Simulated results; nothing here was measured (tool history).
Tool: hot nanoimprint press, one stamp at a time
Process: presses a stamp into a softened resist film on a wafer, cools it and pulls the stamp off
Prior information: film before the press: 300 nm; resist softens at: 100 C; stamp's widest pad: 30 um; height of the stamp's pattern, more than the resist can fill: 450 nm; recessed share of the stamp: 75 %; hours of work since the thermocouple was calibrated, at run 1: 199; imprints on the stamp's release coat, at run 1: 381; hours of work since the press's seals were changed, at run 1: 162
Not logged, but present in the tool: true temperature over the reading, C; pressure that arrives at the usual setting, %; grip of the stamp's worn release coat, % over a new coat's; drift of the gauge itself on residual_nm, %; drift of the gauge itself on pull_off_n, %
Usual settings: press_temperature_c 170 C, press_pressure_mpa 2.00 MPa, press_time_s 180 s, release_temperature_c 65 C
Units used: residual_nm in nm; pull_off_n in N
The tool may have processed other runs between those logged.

run   hour  press_temperature_c  press_pressure_mpa  press_time_s  release_temperature_c  hours of work since the thermocouple was calibrated  imprints on the stamp's release coat  hours of work since the press's seals were changed  residual_nm  pull_off_n
  1    0.0                  170                2.00           180                     65                                                  199                                   381                                                 162        141.3         152
  2    5.6                  170                2.00           180                     65                                                  203                                   407                                                 165        141.2         154
  3   15.2                  170                2.00           180                     65                                                  209                                   451                                                 172        139.4         155
  4   20.2                  170                2.00           180                     65                                                  212                                   474                                                 175        140.8         154
  5   29.3                  170                2.00           180                     65                                                  218                                   515                                                 181        139.1         153
  6   36.7                  170                2.00           180                     65                                                  223                                   550                                                 185        141.5         155
  7   44.8                  170                2.00           180                     65                                                  228                                   587                                                 191        139.7         155
  8   55.1                  170                2.00           180                     65                                                  235                                   634                                                 197        138.7         158
  9   64.0                  170                2.00           180                     56                                                  241                                   675                                                 203        140.0         201
      80.2  -- stamp cleaned and given a new release coat
 10   80.7                  170                2.00           180                     65                                                  248                                     2                                                 210        140.3         148
 11   85.6                  170                2.00           180                     65                                                  251                                    24                                                 213        140.1         147
 12   92.2                  170                2.00           180                     65                                                  255                                    55                                                 217        138.8         149
 13  102.8                  170                2.00           180                     65                                                  262                                   103                                                 224        139.0         152
 14  109.3                  170                2.00           180                     65                                                  266                                   133                                                 229        139.9         150
 15  114.9                  170                2.00           154                     58                                                  270                                   159                                                 232        147.7         176
 16  119.3                  170                2.08           154                     58                                                  273                                   179                                                 235        146.1         178
 17  128.1                  172                1.45           206                     60                                                  278                                   220                                                 241        142.9         173
 18  137.1                  172                1.45           206                     60                                                  284                                   261                                                 247        142.0         173
 19  147.2                  170                1.22           180                     58                                                  291                                   307                                                 253        174.1         179
 20  154.0                  170                1.74           263                     58                                                  295                                   338                                                 258        130.1         184
 21  160.7                  179                1.74           113                     55                                                  299                                   369                                                 262        118.1         197
 22  165.1                  169                3.05           245                     51                                                  302                                   389                                                 265        104.8         216
 23  172.9                  160                2.58           286                     65                                                  307                                   425                                                 270        168.2         152
 24  182.4                  160                2.58           127                     65                                                  313                                   469                                                 276        212.3         150
 25  189.8                  160                2.58           127                     65                                                  318                                   503                                                 281        210.7         153
 26  196.6                  170                1.42           180                     69                                                  323                                   534                                                 285        163.2         138
 27  207.4                  170                1.42           180                     55                                                  330                                   583                                                 292        164.5         202
 28  213.0                  175                2.32           119                     65                                                  333                                   609                                                 296        119.1         157

Each row is a separate what-if for the run after 28, all from the same tool condition, not one after another. Results?
  A  217.5                  172                1.73           180                     65                                                  336                                   630                                                 299            ?           ?
  B  217.5                  170                1.30           172                     71                                                  336                                   630                                                 299            ?           ?
  C  217.5                  158                2.32           119                     57                                                  336                                   630                                                 299            ?           ?
  D  217.5                  170                2.00           180                     56                                                  336                                   630                                                 299            ?           ?

run  residual_nm  pull_off_n
  A        136.1         158
  B        171.2         129
  C        238.2         192
  D        138.3         194
Take away the tool's hidden state, keep each run's random variation, and the runs would have read:
run  residual_nm  pull_off_n
  A        139.2         151
  B        174.6         124
  C        241.6         183
  D        141.4         184
